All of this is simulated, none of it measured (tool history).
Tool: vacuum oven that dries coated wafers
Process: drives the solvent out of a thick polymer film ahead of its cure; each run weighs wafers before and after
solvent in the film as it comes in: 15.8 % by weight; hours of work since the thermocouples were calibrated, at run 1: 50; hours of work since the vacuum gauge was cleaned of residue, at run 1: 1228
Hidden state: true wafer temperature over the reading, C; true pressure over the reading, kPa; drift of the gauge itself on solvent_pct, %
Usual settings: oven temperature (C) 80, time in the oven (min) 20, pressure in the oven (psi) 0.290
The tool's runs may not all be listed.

run	hour	oven temperature (C)	time in the oven (min)	pressure in the oven (psi)	hours of work since the thermocouples were calibrated	hours of work since the vacuum gauge was cleaned of residue	solvent left in the film (%)
1	0.0	80	20	0.290	50	1228	1.84
2	89.9	82	20	0.290	119	1297	1.57
3	169.5	70	20	0.290	181	1359	4.51
4	271.7	68	20	0.290	259	1437	5.39
5	335.4	80	20	0.290	308	1486	1.84
6	407.8	80	30	0.290	364	1542	1.72
7	473.1	80	20	0.283	414	1592	1.82
8	575.4	75	20	0.290	492	1670	3.18
9	633.0	80	19	0.290	537	1715	2.07
# hour 642.4: oven's thermocouples calibrated
10	726.0	78	19	0.231	64	1785	2.24
11	832.3	78	19	0.231	146	1866	2.35
12	940.5	91	13	0.231	229	1949	1.06
13	1042.9	73	13	1.134	308	2028	8.94
14	1138.8	85	23	0.290	381	2102	1.54
15	1232.4	72	17	0.609	453	2174	6.50
# hour 1277.7: oven's thermocouples calibrated, once more
16	1345.8	72	17	0.609	52	2259	6.31

The next listed run, before its measurement:
17	1405.1	72	11	0.428	98	2305	?

solvent left in the film (%): 7.23
Without the tool's hidden state the same run would have given solvent left in the film (%) 6.55.
